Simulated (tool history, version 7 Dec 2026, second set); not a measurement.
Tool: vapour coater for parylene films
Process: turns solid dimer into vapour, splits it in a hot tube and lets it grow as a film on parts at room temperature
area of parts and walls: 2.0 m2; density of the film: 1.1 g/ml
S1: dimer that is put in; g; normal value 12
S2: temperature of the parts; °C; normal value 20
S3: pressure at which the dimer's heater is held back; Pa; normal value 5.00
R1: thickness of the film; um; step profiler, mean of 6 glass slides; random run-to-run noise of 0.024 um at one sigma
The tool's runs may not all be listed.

{"run": 1, "hour": 0.0, "S1": 12, "S2": 20, "S3": 5.0, "R1": 4.31}
{"run": 2, "hour": 28.9, "S1": 12, "S2": 20, "S3": 5.0, "R1": 4.33}
{"run": 3, "hour": 52.6, "S1": 12, "S2": 20, "S3": 5.0, "R1": 4.3}
{"run": 4, "hour": 77.8, "S1": 12, "S2": 27, "S3": 5.0, "R1": 3.24}
{"run": 5, "hour": 107.5, "S1": 12, "S2": 27, "S3": 5.0, "R1": 3.23}
{"run": 6, "hour": 137.6, "S1": 12, "S2": 27, "S3": 5.0, "R1": 3.3}
{"run": 7, "hour": 174.8, "S1": 12, "S2": 31, "S3": 5.0, "R1": 2.76}
{"run": 8, "hour": 212.6, "S1": 12, "S2": 20, "S3": 5.0, "R1": 4.32}
{"run": 9, "hour": 244.2, "S1": 12, "S2": 20, "S3": 5.0, "R1": 4.27}
{"run": 10, "hour": 266.2, "S1": 12, "S2": 20, "S3": 5.0, "R1": 4.33}
{"run": 11, "hour": 293.2, "S1": 12, "S2": 20, "S3": 6.21, "R1": 4.15}
{"run": 12, "hour": 323.4, "S1": 12, "S2": 20, "S3": 6.21, "R1": 4.11}
{"hour": 334.9, "done": "trap's valve overhauled"}
{"run": 13, "hour": 364.8, "S1": 12, "S2": 20, "S3": 3.94, "R1": 4.53}
{"run": 14, "hour": 401.0, "S1": 12, "S2": 20, "S3": 5.0, "R1": 4.31}
{"run": 15, "hour": 426.5, "S1": 12, "S2": 22, "S3": 5.0, "R1": 4.0}
{"run": 16, "hour": 449.1, "S1": 12, "S2": 20, "S3": 5.0, "R1": 4.3}
{"run": 17, "hour": 492.0, "S1": 7, "S2": 15, "S3": 5.0, "R1": 3.05}
{"run": 18, "hour": 525.7, "S1": 7, "S2": 15, "S3": 5.0, "R1": 3.09}
{"run": 19, "hour": 573.5, "S1": 12, "S2": 30, "S3": 2.98, "R1": 3.16}

Run 20, settings as shown, results not yet in. Your forecast:
{"run": 20, "hour": 610.4, "S1": 12, "S2": 30, "S3": 2.98, "R1": "?"}

R1: 3.22 um
Take away the tool's hidden state, keep the run-to-run variation as it was, and the same run would have given R1 3.22 um.

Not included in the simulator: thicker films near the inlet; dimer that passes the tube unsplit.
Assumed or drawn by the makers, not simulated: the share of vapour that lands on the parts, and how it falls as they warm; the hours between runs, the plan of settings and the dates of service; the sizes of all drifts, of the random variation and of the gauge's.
